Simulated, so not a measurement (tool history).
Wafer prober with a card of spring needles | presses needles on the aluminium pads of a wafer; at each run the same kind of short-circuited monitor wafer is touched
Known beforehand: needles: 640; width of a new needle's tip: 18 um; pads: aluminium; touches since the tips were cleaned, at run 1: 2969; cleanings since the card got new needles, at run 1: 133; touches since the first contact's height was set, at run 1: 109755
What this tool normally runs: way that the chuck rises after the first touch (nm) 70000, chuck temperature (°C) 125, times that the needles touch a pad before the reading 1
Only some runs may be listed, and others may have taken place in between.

run   hour  way that the chuck rises after the first touch (nm)  chuck temperature (°C)  times that the needles touch a pad before the reading  touches since the tips were cleaned  cleanings since the card got new needles  touches since the first contact's height was set  resistance of one needle with its contact and lead (mohm)  way that a needle slides on the pad (nm)
  1    0.0                                                70000                     125                                                      1                                 2969                                       133                                            109755                                                        430                                     15400
       8.2  -- tips cleaned on abrasive film
      13.1  -- height of the first contact set anew
      21.4  -- tips cleaned on abrasive film
  2   21.4                                                52000                     125                                                      1                                    0                                       135                                              4088                                                        240                                     11670
      35.9  -- tips cleaned on abrasive film
      50.0  -- tips cleaned on abrasive film
  3   60.6                                                52000                     125                                                      1                                 5321                                       137                                             23570                                                        725                                     11600
      63.7  -- tips cleaned on abrasive film
      76.8  -- tips cleaned on abrasive film
      90.2  -- tips cleaned on abrasive film
  4   91.5                                                90000                     125                                                      1                                  680                                       140                                             38835                                                        267                                     20080
     104.1  -- tips cleaned on abrasive film
     118.4  -- tips cleaned on abrasive film
     132.4  -- tips cleaned on abrasive film
  5  141.7                                                90000                     125                                                      1                                 4643                                       143                                             63704                                                        374                                     20070
     144.7  -- tips cleaned on abrasive film
     158.9  -- tips cleaned on abrasive film
     173.2  -- tips cleaned on abrasive film
     187.0  -- tips cleaned on abrasive film
  6  187.0                                                90000                      41                                                      1                                    0                                       147                                             86102                                                        186                                     19950
     201.7  -- tips cleaned on abrasive film
     213.6  -- tips cleaned on abrasive film
  7  213.6                                                70000                     125                                                      1                                    0                                       149                                             99297                                                        223                                     15380
     226.7  -- tips cleaned on abrasive film
     240.9  -- tips cleaned on abrasive film
  8  241.8                                                70000                     116                                                      1                                  467                                       151                                            113259                                                        268                                     15350
     248.0  -- height of the first contact set anew
     253.9  -- tips cleaned on abrasive film
     268.7  -- tips cleaned on abrasive film
  9  272.1                                                70000                     116                                                      1                                 1715                                       153                                             11947                                                        377                                     15710
     283.1  -- tips cleaned on abrasive film
     294.9  -- tips cleaned on abrasive film
 10  305.1                                                70000                      95                                                      1                                 5065                                       155                                             28300                                                        511                                     15710
     308.1  -- tips cleaned on abrasive film
     322.4  -- tips cleaned on abrasive film
     337.1  -- tips cleaned on abrasive film
 11  338.1                                                70000                     125                                                      1                                  470                                       158                                             44596                                                        282                                     15680
     349.3  -- tips cleaned on abrasive film
     362.2  -- tips cleaned on abrasive film
 12  367.6                                                70000                     125                                                      1                                 2673                                       160                                             59240                                                        453                                     15550
     376.1  -- tips cleaned on abrasive film
     390.1  -- tips cleaned on abrasive film
 13  400.2                                                71000                     125                                                      1                                 5005                                       162                                             75381                                                        489                                     15810
     403.2  -- tips cleaned on abrasive film
     417.3  -- tips cleaned on abrasive film
     430.6  -- tips cleaned on abrasive film
 14  431.5                                                71000                     125                                                      1                                  433                                       165                                             90872                                                        292                                     15670
     442.6  -- tips cleaned on abrasive film
     457.0  -- tips cleaned on abrasive film
     470.1  -- tips cleaned on abrasive film
 15  477.6                                                90000                     125                                                      3                                 3720                                       168                                            113697                                                        258                                     19850
     482.8  -- tips cleaned on abrasive film
     483.1  -- height of the first contact set anew
     496.6  -- tips cleaned on abrasive film
     509.3  -- tips cleaned on abrasive film
 16  515.6                                                51000                     125                                                      1                                 3107                                       171                                             16081                                                        711                                     11480
     523.6  -- tips cleaned on abrasive film
     537.7  -- tips cleaned on abrasive film
 17  543.4                                                71000                      98                                                      2                                 2813                                       173                                             29860                                                        357                                     15880
     552.0  -- tips cleaned on abrasive film
     566.4  -- tips cleaned on abrasive film
 18  567.0                                                71000                      98                                                      2                                  287                                       175                                             41540                                                        229                                     15860
     578.7  -- tips cleaned on abrasive film
     590.5  -- tips cleaned on abrasive film
 19  592.4                                                71000                      98                                                      2                                  960                                       177                                             54132                                                        287                                     15770
     604.2  -- tips cleaned on abrasive film
     617.4  -- tips cleaned on abrasive film
 20  618.8                                                70000                      78                                                      2                                  679                                       179                                             67175                                                        257                                     15480
     630.0  -- tips cleaned on abrasive film
 21  640.5                                                70000                      78                                                      2                                 5192                                       180                                             77947                                                        410                                     15480
     643.5  -- tips cleaned on abrasive film
     657.1  -- tips cleaned on abrasive film
 22  667.7                                                65000                      94                                                      3                                 5302                                       182                                             91440                                                        343                                     14290
     669.9  -- tips cleaned on abrasive film
     683.0  -- tips cleaned on abrasive film
 23  691.9                                                56000                      89                                                      2                                 4432                                       184                                            103429                                                        508                                     12270
     697.0  -- tips cleaned on abrasive film
     711.7  -- tips cleaned on abrasive film
     719.9  -- height of the first contact set anew
     725.9  -- tips cleaned on abrasive film
     739.7  -- tips cleaned on abrasive film
 24  740.5                                                56000                      89                                                      2                                  405                                       188                                             10158                                                        266                                     12530
     751.6  -- tips cleaned on abrasive film
 25  761.9                                                70000                     125                                                      2                                 5129                                       189                                             20771                                                        400                                     15670
     764.9  -- tips cleaned on abrasive film
     778.5  -- tips cleaned on abrasive film
     793.0  -- tips cleaned on abrasive film
 26  795.6                                                70000                      67                                                      1                                 1331                                       192                                             37471                                                        420                                     15620
     806.6  -- tips cleaned on abrasive film
     820.9  -- tips cleaned on abrasive film
     835.5  -- tips cleaned on abrasive film
 27  836.6                                                52000                      52                                                      1                                  574                                       195                                             57757                                                        389                                     11470
     847.9  -- tips cleaned on abrasive film
     861.1  -- tips cleaned on abrasive film
     875.1  -- tips cleaned on abrasive film
 28  875.4                                                70000                      49                                                      1                                  116                                       198                                             76948                                                        224                                     15460

For some of the steps in resistance of one needle with its contact and lead (mohm) from one run to the next: how much would appear even if the tool had no hidden state, given the settings, what came in and random variation, and how much remains for the hidden state plus any gauge scatter that the measured result and the result without hidden state don't share?
The hidden state here: debris on the tips, nm; way that the needles fall short of the set height, um; tips' diameter, um; drift of the gauge itself on contact_mohm, %; drift of the gauge itself on scrub_um, %.
Run 2 -> 3: tips cleaned on abrasive film, tips cleaned on abrasive film. resistance of one needle with its contact and lead (mohm) +485: hidden state +483, all else +2.
Run 3 -> 4: way that the chuck rises after the first touch (nm) 52000 -> 90000, tips cleaned on abrasive film, tips cleaned on abrasive film, tips cleaned on abrasive film. resistance of one needle with its contact and lead (mohm) -458: hidden state -451, all else -7.
